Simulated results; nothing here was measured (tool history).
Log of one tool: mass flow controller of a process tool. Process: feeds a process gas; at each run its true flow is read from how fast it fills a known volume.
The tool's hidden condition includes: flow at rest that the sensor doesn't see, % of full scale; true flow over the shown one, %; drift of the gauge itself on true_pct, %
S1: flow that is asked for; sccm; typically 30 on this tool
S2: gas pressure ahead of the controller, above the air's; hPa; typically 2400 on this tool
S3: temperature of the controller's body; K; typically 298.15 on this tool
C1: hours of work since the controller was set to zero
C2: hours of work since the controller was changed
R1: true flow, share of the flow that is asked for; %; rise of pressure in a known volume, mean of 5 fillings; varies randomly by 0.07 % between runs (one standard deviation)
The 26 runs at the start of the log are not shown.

run,day,S1,S2,S3,C1,C2,R1
27,75.612,21,1890,298.15,3513,3513,97.82
28,77.512,36,2400,304.15,3545,3545,98.97
29,80.700,39,2770,304.15,3599,3599,99.01
30,83.738,39,2770,304.15,3650,3650,98.95
31,86.038,39,2260,304.15,3689,3689,99.32
32,88.771,30,2040,309.15,3735,3735,99.20
33,92.321,7,2470,309.15,3795,3795,94.61
34,95.158,6,2050,298.15,3843,3843,93.48
35,97.375,6,2050,298.15,3880,3880,93.47

What if the next run were any one of these 5? Each begins from the tool's condition after run 35:
A,100.008,30,2400,305.15,3924,3924,?
B,100.008,10,1740,298.15,3924,3924,?
C,100.008,6,2380,305.15,3924,3924,?
D,100.008,11,2030,304.15,3924,3924,?
E,100.008,30,2400,296.15,3924,3924,?

run,R1
A,98.60
B,95.79
C,93.64
D,96.17
E,97.98
What these runs would have given with no unlogged condition in the tool:
run,R1
A,99.14
B,98.26
C,98.04
D,98.38
E,98.53
